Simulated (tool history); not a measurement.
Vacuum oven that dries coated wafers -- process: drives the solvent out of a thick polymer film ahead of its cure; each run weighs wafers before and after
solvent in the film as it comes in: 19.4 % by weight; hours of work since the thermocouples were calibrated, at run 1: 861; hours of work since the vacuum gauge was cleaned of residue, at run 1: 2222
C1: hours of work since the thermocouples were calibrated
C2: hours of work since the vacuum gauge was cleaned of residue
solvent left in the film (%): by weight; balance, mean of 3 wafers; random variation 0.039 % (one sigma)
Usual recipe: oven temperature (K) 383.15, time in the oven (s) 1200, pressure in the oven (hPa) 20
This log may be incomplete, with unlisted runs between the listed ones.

{"run": 1, "hour": 0.0, "oven temperature (K)": 383.15, "time in the oven (s)": 1200, "pressure in the oven (hPa)": 20, "C1": 861, "C2": 2222, "solvent left in the film (%)": 1.51}
{"run": 2, "hour": 85.2, "oven temperature (K)": 383.15, "time in the oven (s)": 1200, "pressure in the oven (hPa)": 20, "C1": 925, "C2": 2286, "solvent left in the film (%)": 1.49}
{"run": 3, "hour": 143.2, "oven temperature (K)": 383.15, "time in the oven (s)": 1200, "pressure in the oven (hPa)": 20, "C1": 968, "C2": 2330, "solvent left in the film (%)": 1.45}
{"run": 4, "hour": 220.9, "oven temperature (K)": 383.15, "time in the oven (s)": 1200, "pressure in the oven (hPa)": 20, "C1": 1027, "C2": 2388, "solvent left in the film (%)": 1.49}
{"run": 5, "hour": 287.6, "oven temperature (K)": 383.15, "time in the oven (s)": 1200, "pressure in the oven (hPa)": 20, "C1": 1077, "C2": 2439, "solvent left in the film (%)": 1.45}
{"run": 6, "hour": 391.1, "oven temperature (K)": 383.15, "time in the oven (s)": 1200, "pressure in the oven (hPa)": 20, "C1": 1155, "C2": 2517, "solvent left in the film (%)": 1.46}
{"run": 7, "hour": 483.2, "oven temperature (K)": 383.15, "time in the oven (s)": 1200, "pressure in the oven (hPa)": 64.3, "C1": 1224, "C2": 2586, "solvent left in the film (%)": 2.92}
{"run": 8, "hour": 589.5, "oven temperature (K)": 383.15, "time in the oven (s)": 1200, "pressure in the oven (hPa)": 64.3, "C1": 1304, "C2": 2666, "solvent left in the film (%)": 2.97}
{"run": 9, "hour": 669.5, "oven temperature (K)": 383.15, "time in the oven (s)": 1200, "pressure in the oven (hPa)": 20.1, "C1": 1364, "C2": 2726, "solvent left in the film (%)": 1.43}
{"hour": 681.1, "done": "oven's thermocouples calibrated"}
{"run": 10, "hour": 733.4, "oven temperature (K)": 386.15, "time in the oven (s)": 1200, "pressure in the oven (hPa)": 20, "C1": 39, "C2": 2772, "solvent left in the film (%)": 1.02}
{"hour": 817.8, "done": "vacuum gauge cleaned of residue and calibrated"}
{"run": 11, "hour": 828.0, "oven temperature (K)": 383.15, "time in the oven (s)": 900, "pressure in the oven (hPa)": 20, "C1": 109, "C2": 8, "solvent left in the film (%)": 1.81}
{"hour": 916.7, "done": "oven's thermocouples calibrated, once more"}
{"run": 12, "hour": 934.3, "oven temperature (K)": 383.15, "time in the oven (s)": 1200, "pressure in the oven (hPa)": 20, "C1": 13, "C2": 86, "solvent left in the film (%)": 1.37}
{"run": 13, "hour": 1018.9, "oven temperature (K)": 383.15, "time in the oven (s)": 1200, "pressure in the oven (hPa)": 20, "C1": 77, "C2": 150, "solvent left in the film (%)": 1.41}
{"run": 14, "hour": 1102.8, "oven temperature (K)": 383.15, "time in the oven (s)": 1200, "pressure in the oven (hPa)": 20, "C1": 140, "C2": 213, "solvent left in the film (%)": 1.41}
{"run": 15, "hour": 1177.3, "oven temperature (K)": 393.15, "time in the oven (s)": 1200, "pressure in the oven (hPa)": 20, "C1": 196, "C2": 269, "solvent left in the film (%)": 0.58}
{"run": 16, "hour": 1269.5, "oven temperature (K)": 393.15, "time in the oven (s)": 1200, "pressure in the oven (hPa)": 20, "C1": 265, "C2": 338, "solvent left in the film (%)": 0.49}
{"run": 17, "hour": 1328.9, "oven temperature (K)": 393.15, "time in the oven (s)": 1200, "pressure in the oven (hPa)": 20, "C1": 310, "C2": 383, "solvent left in the film (%)": 0.55}
{"run": 18, "hour": 1409.5, "oven temperature (K)": 383.15, "time in the oven (s)": 1200, "pressure in the oven (hPa)": 20, "C1": 371, "C2": 444, "solvent left in the film (%)": 1.32}
{"run": 19, "hour": 1470.8, "oven temperature (K)": 383.15, "time in the oven (s)": 1200, "pressure in the oven (hPa)": 20, "C1": 417, "C2": 490, "solvent left in the film (%)": 1.48}
{"run": 20, "hour": 1521.9, "oven temperature (K)": 383.15, "time in the oven (s)": 1200, "pressure in the oven (hPa)": 20, "C1": 455, "C2": 528, "solvent left in the film (%)": 1.39}
{"run": 21, "hour": 1585.9, "oven temperature (K)": 383.15, "time in the oven (s)": 1200, "pressure in the oven (hPa)": 20, "C1": 503, "C2": 576, "solvent left in the film (%)": 1.35}
{"run": 22, "hour": 1655.2, "oven temperature (K)": 375.15, "time in the oven (s)": 1200, "pressure in the oven (hPa)": 20, "C1": 556, "C2": 628, "solvent left in the film (%)": 3.18}
{"run": 23, "hour": 1714.3, "oven temperature (K)": 375.15, "time in the oven (s)": 1200, "pressure in the oven (hPa)": 20, "C1": 600, "C2": 673, "solvent left in the film (%)": 3.16}
{"run": 24, "hour": 1805.2, "oven temperature (K)": 375.15, "time in the oven (s)": 1200, "pressure in the oven (hPa)": 20, "C1": 668, "C2": 741, "solvent left in the film (%)": 3.17}
{"run": 25, "hour": 1850.9, "oven temperature (K)": 383.15, "time in the oven (s)": 1680, "pressure in the oven (hPa)": 20, "C1": 703, "C2": 776, "solvent left in the film (%)": 0.94}
{"run": 26, "hour": 1920.6, "oven temperature (K)": 383.15, "time in the oven (s)": 1680, "pressure in the oven (hPa)": 20, "C1": 755, "C2": 828, "solvent left in the film (%)": 0.87}
{"run": 27, "hour": 1966.8, "oven temperature (K)": 381.15, "time in the oven (s)": 1200, "pressure in the oven (hPa)": 10.9, "C1": 790, "C2": 863, "solvent left in the film (%)": 1.33}
{"run": 28, "hour": 2033.6, "oven temperature (K)": 381.15, "time in the oven (s)": 1200, "pressure in the oven (hPa)": 10.9, "C1": 840, "C2": 913, "solvent left in the film (%)": 1.4}
{"run": 29, "hour": 2120.6, "oven temperature (K)": 377.15, "time in the oven (s)": 1320, "pressure in the oven (hPa)": 10.9, "C1": 906, "C2": 978, "solvent left in the film (%)": 1.8}
{"run": 30, "hour": 2226.0, "oven temperature (K)": 377.15, "time in the oven (s)": 1320, "pressure in the oven (hPa)": 10.9, "C1": 985, "C2": 1058, "solvent left in the film (%)": 1.85}
{"run": 31, "hour": 2301.0, "oven temperature (K)": 373.15, "time in the oven (s)": 1320, "pressure in the oven (hPa)": 12.7, "C1": 1041, "C2": 1114, "solvent left in the film (%)": 2.95}
{"run": 32, "hour": 2392.9, "oven temperature (K)": 383.15, "time in the oven (s)": 1200, "pressure in the oven (hPa)": 64.1, "C1": 1110, "C2": 1183, "solvent left in the film (%)": 2.75}
{"run": 33, "hour": 2454.7, "oven temperature (K)": 379.15, "time in the oven (s)": 1500, "pressure in the oven (hPa)": 61.3, "C1": 1157, "C2": 1230, "solvent left in the film (%)": 2.98}
{"run": 34, "hour": 2507.5, "oven temperature (K)": 373.15, "time in the oven (s)": 1500, "pressure in the oven (hPa)": 59, "C1": 1197, "C2": 1269, "solvent left in the film (%)": 4.3}
{"run": 35, "hour": 2607.8, "oven temperature (K)": 373.15, "time in the oven (s)": 1500, "pressure in the oven (hPa)": 59, "C1": 1272, "C2": 1345, "solvent left in the film (%)": 4.43}
{"run": 36, "hour": 2655.0, "oven temperature (K)": 390.15, "time in the oven (s)": 960, "pressure in the oven (hPa)": 55.3, "C1": 1308, "C2": 1380, "solvent left in the film (%)": 1.79}
{"hour": 2739.6, "done": "oven's thermocouples calibrated"}
{"run": 37, "hour": 2759.1, "oven temperature (K)": 394.15, "time in the oven (s)": 1200, "pressure in the oven (hPa)": 41.8, "C1": 15, "C2": 1457, "solvent left in the film (%)": 1.1}
{"run": 38, "hour": 2846.3, "oven temperature (K)": 394.15, "time in the oven (s)": 1200, "pressure in the oven (hPa)": 41.8, "C1": 80, "C2": 1523, "solvent left in the film (%)": 1.04}
{"run": 39, "hour": 2944.1, "oven temperature (K)": 396.15, "time in the oven (s)": 2100, "pressure in the oven (hPa)": 11, "C1": 154, "C2": 1596, "solvent left in the film (%)": 0.3}
{"run": 40, "hour": 3026.5, "oven temperature (K)": 392.15, "time in the oven (s)": 780, "pressure in the oven (hPa)": 11, "C1": 216, "C2": 1658, "solvent left in the film (%)": 0.82}
{"run": 41, "hour": 3091.2, "oven temperature (K)": 392.15, "time in the oven (s)": 780, "pressure in the oven (hPa)": 11, "C1": 264, "C2": 1707, "solvent left in the film (%)": 0.9}
{"run": 42, "hour": 3143.9, "oven temperature (K)": 383.15, "time in the oven (s)": 840, "pressure in the oven (hPa)": 33.3, "C1": 304, "C2": 1747, "solvent left in the film (%)": 2.86}
{"run": 43, "hour": 3222.3, "oven temperature (K)": 383.15, "time in the oven (s)": 840, "pressure in the oven (hPa)": 33.3, "C1": 363, "C2": 1806, "solvent left in the film (%)": 2.81}
{"run": 44, "hour": 3274.5, "oven temperature (K)": 383.15, "time in the oven (s)": 2160, "pressure in the oven (hPa)": 34.4, "C1": 402, "C2": 1845, "solvent left in the film (%)": 1.32}
{"run": 45, "hour": 3368.1, "oven temperature (K)": 392.15, "time in the oven (s)": 1380, "pressure in the oven (hPa)": 37.8, "C1": 473, "C2": 1915, "solvent left in the film (%)": 1.1}
{"run": 46, "hour": 3471.7, "oven temperature (K)": 383.15, "time in the oven (s)": 1920, "pressure in the oven (hPa)": 57.7, "C1": 551, "C2": 1993, "solvent left in the film (%)": 2.17}

Difference, measured minus no-hidden-state, one row per run. Run-to-run variation is common to both terms; the gauge's own scatter need not be:
Hidden state present: true wafer temperature over the reading, C; true pressure over the reading, kPa; drift of the gauge itself on solvent_pct, %.
run=1 solvent_left_in_the_film_(%)=+0.16
run=2 solvent_left_in_the_film_(%)=+0.17
run=3 solvent_left_in_the_film_(%)=+0.16
run=4 solvent_left_in_the_film_(%)=+0.16
run=5 solvent_left_in_the_film_(%)=+0.16
run=6 solvent_left_in_the_film_(%)=+0.16
run=7 solvent_left_in_the_film_(%)=+0.14
run=8 solvent_left_in_the_film_(%)=+0.13
run=9 solvent_left_in_the_film_(%)=+0.16
run=10 solvent_left_in_the_film_(%)=+0.12
run=11 solvent_left_in_the_film_(%)=-0.32
run=12 solvent_left_in_the_film_(%)=+0.06
run=13 solvent_left_in_the_film_(%)=+0.07
run=14 solvent_left_in_the_film_(%)=+0.07
run=15 solvent_left_in_the_film_(%)=+0.02
run=16 solvent_left_in_the_film_(%)=+0.03
run=17 solvent_left_in_the_film_(%)=+0.03
run=18 solvent_left_in_the_film_(%)=+0.06
run=19 solvent_left_in_the_film_(%)=+0.05
run=20 solvent_left_in_the_film_(%)=+0.05
run=21 solvent_left_in_the_film_(%)=+0.05
run=22 solvent_left_in_the_film_(%)=+0.06
run=23 solvent_left_in_the_film_(%)=+0.05
run=24 solvent_left_in_the_film_(%)=+0.04
run=25 solvent_left_in_the_film_(%)=+0.07
run=26 solvent_left_in_the_film_(%)=+0.07
run=27 solvent_left_in_the_film_(%)=+0.04
run=28 solvent_left_in_the_film_(%)=+0.04
run=29 solvent_left_in_the_film_(%)=+0.04
run=30 solvent_left_in_the_film_(%)=+0.03
run=31 solvent_left_in_the_film_(%)=+0
run=32 solvent_left_in_the_film_(%)=+0.02
run=33 solvent_left_in_the_film_(%)=+0.03
run=34 solvent_left_in_the_film_(%)=-0.02
run=35 solvent_left_in_the_film_(%)=-0.03
run=36 solvent_left_in_the_film_(%)=+0.03
run=37 solvent_left_in_the_film_(%)=+0.1
run=38 solvent_left_in_the_film_(%)=+0.09
run=39 solvent_left_in_the_film_(%)=+0.1
run=40 solvent_left_in_the_film_(%)=+0.09
run=41 solvent_left_in_the_film_(%)=+0.09
run=42 solvent_left_in_the_film_(%)=+0.07
run=43 solvent_left_in_the_film_(%)=+0.06
run=44 solvent_left_in_the_film_(%)=+0.16
run=45 solvent_left_in_the_film_(%)=+0.12
run=46 solvent_left_in_the_film_(%)=+0.15

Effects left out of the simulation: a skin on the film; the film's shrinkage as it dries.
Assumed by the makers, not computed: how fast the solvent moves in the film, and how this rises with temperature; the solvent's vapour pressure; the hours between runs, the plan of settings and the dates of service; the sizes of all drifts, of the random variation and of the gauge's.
